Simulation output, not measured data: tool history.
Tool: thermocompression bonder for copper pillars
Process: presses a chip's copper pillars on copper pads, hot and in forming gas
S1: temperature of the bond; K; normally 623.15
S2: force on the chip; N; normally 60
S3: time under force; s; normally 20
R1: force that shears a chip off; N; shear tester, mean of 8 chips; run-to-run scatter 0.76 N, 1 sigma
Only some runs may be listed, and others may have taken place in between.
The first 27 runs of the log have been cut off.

-- hour=542 forming gas filter changed
run 28 hour=542.5 | S1=631.15 S2=62 S3=20 | R1=62.2
run 29 hour=561.6 | S1=623.15 S2=74 S3=11 | R1=52.2
run 30 hour=573 | S1=642.15 S2=55 S3=11 | R1=50.8
run 31 hour=599 | S1=642.15 S2=55 S3=11 | R1=49.7
run 32 hour=610.5 | S1=653.15 S2=38 S3=12 | R1=43.8
run 33 hour=627.7 | S1=649.15 S2=38 S3=22 | R1=52.6
run 34 hour=645.7 | S1=649.15 S2=56 S3=25 | R1=72.3
run 35 hour=669.8 | S1=618.15 S2=38 S3=10 | R1=29.7
run 36 hour=697.1 | S1=618.15 S2=38 S3=10 | R1=29.6
run 37 hour=712 | S1=612.15 S2=48 S3=20 | R1=43.5
run 38 hour=726.3 | S1=623.15 S2=60 S3=42 | R1=73.4
run 39 hour=748.3 | S1=623.15 S2=60 S3=42 | R1=72.8

What if the next run were any one of these 3? Each begins from the tool's condition after run 39:
run A hour=762.8 | S1=623.15 S2=52 S3=36 | R1=?
run B hour=762.8 | S1=623.15 S2=72 S3=20 | R1=?
run C hour=762.8 | S1=608.15 S2=77 S3=24 | R1=?

run=A R1=65.1
run=B R1=64.2
run=C R1=63.8
With no hidden state in the tool, these same runs would have given:
run=A R1=65.4
run=B R1=64.6
run=C R1=64.1
